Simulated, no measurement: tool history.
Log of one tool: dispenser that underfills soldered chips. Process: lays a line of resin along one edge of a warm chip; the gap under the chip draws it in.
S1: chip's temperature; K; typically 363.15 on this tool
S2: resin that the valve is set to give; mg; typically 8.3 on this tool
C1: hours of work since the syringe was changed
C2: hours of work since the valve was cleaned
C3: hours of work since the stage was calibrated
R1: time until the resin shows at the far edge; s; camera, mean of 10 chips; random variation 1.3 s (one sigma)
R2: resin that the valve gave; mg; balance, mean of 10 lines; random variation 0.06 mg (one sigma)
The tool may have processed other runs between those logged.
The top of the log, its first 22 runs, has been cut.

run	hour	S1	S2	C1	C2	C3	R1	R2
23	73.3	362.15	7.38	5	110	185	202	6.59
24	77.2	362.15	7.38	8	113	188	240.1	6.7
# hour 79.1: new syringe of resin
25	80	362.15	10.23	1	115	190	145.1	9.12
26	84.5	363.15	9.63	4	118	193	167.3	8.65
27	87.2	363.15	9.63	6	120	195	189.6	8.64
# hour 91.1: new syringe of resin
28	91.9	368.15	8.3	1	123	199	114.5	7.34
# hour 96.5: dispensing valve cleaned and set on the balance
29	97	368.15	8.3	4	0	202	131.3	8.37
30	101.4	368.15	8.3	7	4	205	159.3	8.24
# hour 104.2: new syringe of resin
31	105.2	368.15	8.3	1	6	207	114.2	8.23
32	108.9	368.15	8.3	3	9	210	132.7	8.25
33	111.4	377.15	8.9	5	11	212	97.6	8.81
34	114.9	362.15	9.63	8	13	215	224.9	9.49
# hour 116.1: new syringe of resin
35	117.1	368.15	8.41	1	15	216	115.7	8.32

Forecast each of these 3 alternatives for the next run:
A	120.1	358.15	9.98	3	17	218	?	?
B	120.1	368.15	8.08	3	17	218	?	?
C	120.1	378.15	8.11	3	17	218	?	?

run	R1	R2
A	205.3	9.86
B	129.7	7.86
C	84.9	8.03
Take away the tool's hidden state, keep each run's random variation, and the runs would have read:
run	R1	R2
A	162.2	9.98
B	102.5	7.96
C	67.2	8.13
